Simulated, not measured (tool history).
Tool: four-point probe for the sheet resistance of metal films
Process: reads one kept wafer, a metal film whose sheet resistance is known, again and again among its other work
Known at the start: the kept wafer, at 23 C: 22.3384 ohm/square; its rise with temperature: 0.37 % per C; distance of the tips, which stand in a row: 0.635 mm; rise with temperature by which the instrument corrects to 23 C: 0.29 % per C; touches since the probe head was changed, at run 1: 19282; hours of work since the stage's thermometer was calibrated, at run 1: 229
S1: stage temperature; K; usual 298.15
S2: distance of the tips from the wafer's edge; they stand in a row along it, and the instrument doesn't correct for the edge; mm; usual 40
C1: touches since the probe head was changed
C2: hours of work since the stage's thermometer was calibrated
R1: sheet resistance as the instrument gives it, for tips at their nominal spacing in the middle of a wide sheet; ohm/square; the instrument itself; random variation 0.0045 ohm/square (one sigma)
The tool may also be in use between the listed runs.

run,hour,S1,S2,C1,C2,R1
1,0.0,298.15,40,19282,229,22.275346
2,70.7,298.15,40,20519,260,22.265129
3,174.9,298.15,40,22342,307,22.267443
4,232.4,298.15,40,23347,333,22.256424
5,276.3,298.15,40,24115,353,22.256830
6,329.5,298.15,6,25045,377,22.398618
7,431.9,298.15,6,26838,423,22.385292
8,536.9,297.15,40,28674,470,22.233380
9,596.2,297.15,40,29711,497,22.231064
10,650.5,297.15,40,30661,521,22.240067
11,742.1,306.15,40,32263,563,22.387664
12,838.4,291.15,40,33948,606,22.105247
13,917.3,298.15,13,35328,641,22.263177
14,975.4,298.15,13,36345,668,22.260954
15,1045.3,298.15,13,37567,699,22.260494
16,1098.7,292.15,4,38502,723,22.430866
17,1189.1,307.15,13,40084,764,22.415070
18,1249.8,307.15,13,41144,791,22.408380
19,1336.7,293.15,9,42664,830,22.187673
20,1383.8,302.15,22,43489,851,22.302542
21,1473.2,307.15,5,45053,892,22.571691
22,1527.1,307.15,5,45995,916,22.561861
23,1594.8,307.15,61,47180,946,22.373990
24,1645.7,296.15,5,48069,969,22.368956
25,1705.9,303.15,57,49124,996,22.306380
26,1770.6,304.15,5,50255,1026,22.504168
27,1834.3,292.15,9,51369,1054,22.150871
28,1924.1,302.15,3,52940,1095,22.804074
29,2009.5,299.15,60,54434,1133,22.232492
30,2071.7,306.15,37,55522,1161,22.346832

4 ways to go on from here, each from the tool as it stands after run 30. What would each give?
A,2160.1,291.15,8,57068,1201,?
B,2160.1,297.15,6,57068,1201,?
C,2160.1,292.15,26,57068,1201,?
D,2160.1,299.15,9,57068,1201,?

run,R1
A,22.142570
B,22.310740
C,22.098314
D,22.267112
Without the tool's hidden state the same runs would have given:
run,R1
A,22.317371
B,22.486393
C,22.272727
D,22.442318

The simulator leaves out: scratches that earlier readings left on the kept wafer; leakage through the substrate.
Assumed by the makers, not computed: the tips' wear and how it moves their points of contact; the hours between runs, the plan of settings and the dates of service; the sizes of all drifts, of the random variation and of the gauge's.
